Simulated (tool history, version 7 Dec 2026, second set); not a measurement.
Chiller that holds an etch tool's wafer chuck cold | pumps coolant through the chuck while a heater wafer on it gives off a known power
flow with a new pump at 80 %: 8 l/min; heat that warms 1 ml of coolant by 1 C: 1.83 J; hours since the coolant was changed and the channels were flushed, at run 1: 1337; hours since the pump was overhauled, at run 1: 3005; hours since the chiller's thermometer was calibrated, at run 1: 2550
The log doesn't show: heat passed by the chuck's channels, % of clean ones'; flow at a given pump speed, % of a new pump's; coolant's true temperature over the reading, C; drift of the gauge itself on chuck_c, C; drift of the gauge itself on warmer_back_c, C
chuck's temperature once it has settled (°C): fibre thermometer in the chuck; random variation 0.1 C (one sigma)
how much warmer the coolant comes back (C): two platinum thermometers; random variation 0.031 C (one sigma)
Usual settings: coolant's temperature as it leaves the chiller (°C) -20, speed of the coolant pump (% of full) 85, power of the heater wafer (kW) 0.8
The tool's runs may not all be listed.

run    hour  coolant's temperature as it leaves the chiller (°C)  speed of the coolant pump (% of full)  power of the heater wafer (kW)  hours since the coolant was changed and the channels were flushed  hours since the pump was overhauled  hours since the chiller's thermometer was calibrated  chuck's temperature once it has settled (°C)  how much warmer the coolant comes back (C)
  1       0                                                  -20                                     85                             0.8                                                               1337                                 3005                                                  2550                                         -13.8                                        3.23
  2      49                                                  -20                                     85                             0.8                                                               1386                                 3054                                                  2599                                           -14                                        3.27
  3    89.7                                                  -26                                     85                             0.8                                                               1427                                 3095                                                  2640                                         -19.9                                        3.21
  4   147.6                                                  -20                                     95                             0.8                                                               1485                                 3153                                                  2698                                         -14.3                                        2.89
  5   184.5                                                  -20                                     95                             0.8                                                               1522                                 3190                                                  2735                                         -14.2                                        2.93
  6   227.7                                                  -20                                     95                             0.8                                                               1565                                 3233                                                  2778                                         -14.3                                        2.94
  7   303.7                                                  -20                                     95                             0.8                                                               1641                                 3309                                                  2854                                           -14                                        2.92
  8     368                                                  -20                                     95                             0.8                                                               1705                                 3373                                                  2919                                         -14.3                                        2.93
  9   457.2                                                  -20                                     85                             0.8                                                               1794                                 3463                                                  3008                                         -13.8                                        3.28
 10   496.8                                                  -20                                     85                             0.8                                                               1834                                 3502                                                  3047                                         -13.7                                        3.37
 11     579                                                  -20                                     85                             0.8                                                               1916                                 3584                                                  3129                                         -13.8                                        3.33
 12   654.1                                                  -20                                     85                             0.8                                                               1991                                 3659                                                  3205                                         -13.7                                        3.37
 13   734.5                                                  -20                                     85                             0.8                                                               2072                                 3740                                                  3285                                         -13.6                                        3.32
      740.4  -- chiller's thermometer calibrated
 14   787.5                                                  -20                                     85                             0.8                                                               2124                                 3792                                                    47                                         -13.5                                        3.33
 15   825.8                                                  -20                                     85                             0.8                                                               2162                                 3830                                                    85                                         -13.8                                        3.33
 16   882.3                                                  -15                                     99                             0.8                                                               2219                                 3887                                                   142                                          -9.1                                        2.81
      914.3  -- chiller's thermometer calibrated, once more
 17   968.4                                                  -11                                     99                           0.726                                                               2304                                 3972                                                    54                                          -5.8                                        2.58
 18  1041.3                                                  -24                                     85                           0.672                                                               2377                                 4045                                                   127                                         -18.6                                        2.75
 19  1101.4                                                  -24                                     85                           0.672                                                               2437                                 4105                                                   187                                         -18.7                                         2.8
 20  1173.6                                                  -18                                     78                             0.8                                                               2509                                 4177                                                   259                                         -11.5                                        3.66
 21  1252.8                                                  -17                                     85                           0.622                                                               2588                                 4256                                                   339                                         -12.1                                        2.59
 22  1307.9                                                  -17                                     85                           0.622                                                               2643                                 4311                                                   394                                         -12.1                                        2.58
 23  1347.8                                                  -17                                     85                           0.622                                                               2683                                 4351                                                   434                                         -12.1                                        2.66
 24  1393.7                                                  -20                                     77                           0.851                                                               2729                                 4397                                                   479                                         -12.8                                        4.03
 25  1448.5                                                  -23                                     95                           0.528                                                               2784                                 4452                                                   534                                         -19.1                                        1.98
 26    1500                                                  -25                                     95                           0.528                                                               2835                                 4503                                                   586                                         -21.1                                        1.95
 27  1562.9                                                  -19                                     85                           1.122                                                               2898                                 4566                                                   649                                         -10.1                                        4.73
 28  1613.7                                                  -15                                     85                           1.122                                                               2949                                 4617                                                   699                                          -6.3                                        4.75
 29  1685.2                                                  -19                                     70                           0.744                                                               3020                                 4688                                                   771                                         -12.3                                        3.84
 30  1763.8                                                  -20                                     95                           0.744                                                               3099                                 4767                                                   850                                         -14.7                                        2.79

4 ways to go on from here, each from the tool as it stands after run 30. What would each give?
  A  1811.1                                                  -28                                     85                             0.8                                                               3146                                 4814                                                   897                                             ?                                           ?
  B  1811.1                                                  -20                                     83                           0.744                                                               3146                                 4814                                                   897                                             ?                                           ?
  C  1811.1                                                  -20                                     76                           0.744                                                               3146                                 4814                                                   897                                             ?                                           ?
  D  1811.1                                                  -20                                     61                             0.8                                                               3146                                 4814                                                   897                                             ?                                           ?

run  chuck's temperature once it has settled (°C)  how much warmer the coolant comes back (C)
  A                                         -21.8                                        3.41
  B                                         -13.8                                        3.21
  C                                         -13.5                                        3.64
  D                                         -11.9                                        4.86
Without the tool's hidden state the same runs would have given:
run  chuck's temperature once it has settled (°C)  how much warmer the coolant comes back (C)
  A                                         -22.5                                        3.09
  B                                         -14.5                                         2.9
  C                                         -14.3                                         3.3
  D                                         -12.8                                        4.41
